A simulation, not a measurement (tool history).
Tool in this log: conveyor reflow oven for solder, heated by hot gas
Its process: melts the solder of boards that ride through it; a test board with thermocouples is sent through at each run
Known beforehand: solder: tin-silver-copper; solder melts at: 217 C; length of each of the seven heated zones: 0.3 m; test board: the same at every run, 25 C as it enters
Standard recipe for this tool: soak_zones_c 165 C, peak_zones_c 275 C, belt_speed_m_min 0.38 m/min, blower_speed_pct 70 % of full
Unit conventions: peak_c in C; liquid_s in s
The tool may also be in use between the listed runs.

run 1 hour=0 | soak_zones_c=165 peak_zones_c=275 belt_speed_m_min=0.38 blower_speed_pct=70 | peak_c=259.7 liquid_s=74.8
run 2 hour=57.6 | soak_zones_c=165 peak_zones_c=272 belt_speed_m_min=0.38 blower_speed_pct=70 | peak_c=256.8 liquid_s=72.7
-- hour=67.2 belt drive overhauled, speed set with a stopwatch
-- hour=83.8 flux residue cleaned out of gas plates and filters
run 3 hour=134.1 | soak_zones_c=165 peak_zones_c=275 belt_speed_m_min=0.38 blower_speed_pct=70 | peak_c=260.2 liquid_s=74.2
run 4 hour=205.6 | soak_zones_c=165 peak_zones_c=275 belt_speed_m_min=0.38 blower_speed_pct=70 | peak_c=259.9 liquid_s=73.7
run 5 hour=259.7 | soak_zones_c=165 peak_zones_c=275 belt_speed_m_min=0.38 blower_speed_pct=70 | peak_c=260 liquid_s=73.7
run 6 hour=305.6 | soak_zones_c=165 peak_zones_c=275 belt_speed_m_min=0.38 blower_speed_pct=70 | peak_c=259.9 liquid_s=74
run 7 hour=354.2 | soak_zones_c=169 peak_zones_c=275 belt_speed_m_min=0.38 blower_speed_pct=81 | peak_c=263.3 liquid_s=78.4
run 8 hour=417.7 | soak_zones_c=169 peak_zones_c=286 belt_speed_m_min=0.43 blower_speed_pct=70 | peak_c=265.8 liquid_s=69.6
-- hour=445.2 flux residue cleaned out of gas plates and filters
run 9 hour=490.9 | soak_zones_c=168 peak_zones_c=278 belt_speed_m_min=0.428 blower_speed_pct=53 | peak_c=252.4 liquid_s=58.7
-- hour=547.1 thermocouples of zones 6 and 7 changed
run 10 hour=548 | soak_zones_c=168 peak_zones_c=278 belt_speed_m_min=0.428 blower_speed_pct=53 | peak_c=251.6 liquid_s=58.1
run 11 hour=625 | soak_zones_c=171 peak_zones_c=278 belt_speed_m_min=0.428 blower_speed_pct=53 | peak_c=251.9 liquid_s=59.9
run 12 hour=673.6 | soak_zones_c=157 peak_zones_c=263 belt_speed_m_min=0.38 blower_speed_pct=53 | peak_c=241.3 liquid_s=51.2

Forecast each of these 5 alternatives for the next run:
run A hour=725.2 | soak_zones_c=165 peak_zones_c=280 belt_speed_m_min=0.38 blower_speed_pct=70 | peak_c=? liquid_s=?
run B hour=725.2 | soak_zones_c=162 peak_zones_c=276 belt_speed_m_min=0.406 blower_speed_pct=53 | peak_c=? liquid_s=?
run C hour=725.2 | soak_zones_c=175 peak_zones_c=275 belt_speed_m_min=0.38 blower_speed_pct=56 | peak_c=? liquid_s=?
run D hour=725.2 | soak_zones_c=165 peak_zones_c=275 belt_speed_m_min=0.38 blower_speed_pct=85 | peak_c=? liquid_s=?
run E hour=725.2 | soak_zones_c=157 peak_zones_c=275 belt_speed_m_min=0.418 blower_speed_pct=70 | peak_c=? liquid_s=?

run=A peak_c=263.9 liquid_s=77.1
run=B peak_c=250.7 liquid_s=58.8
run=C peak_c=256.8 liquid_s=74.8
run=D peak_c=263.1 liquid_s=77.5
run=E peak_c=254.5 liquid_s=60.1
With no hidden state in the tool, these same runs would have given:
run=A peak_c=263.7 liquid_s=76.4
run=B peak_c=250.4 liquid_s=58.1
run=C peak_c=256.4 liquid_s=74
run=D peak_c=262.9 liquid_s=76.9
run=E peak_c=254.4 liquid_s=59.7

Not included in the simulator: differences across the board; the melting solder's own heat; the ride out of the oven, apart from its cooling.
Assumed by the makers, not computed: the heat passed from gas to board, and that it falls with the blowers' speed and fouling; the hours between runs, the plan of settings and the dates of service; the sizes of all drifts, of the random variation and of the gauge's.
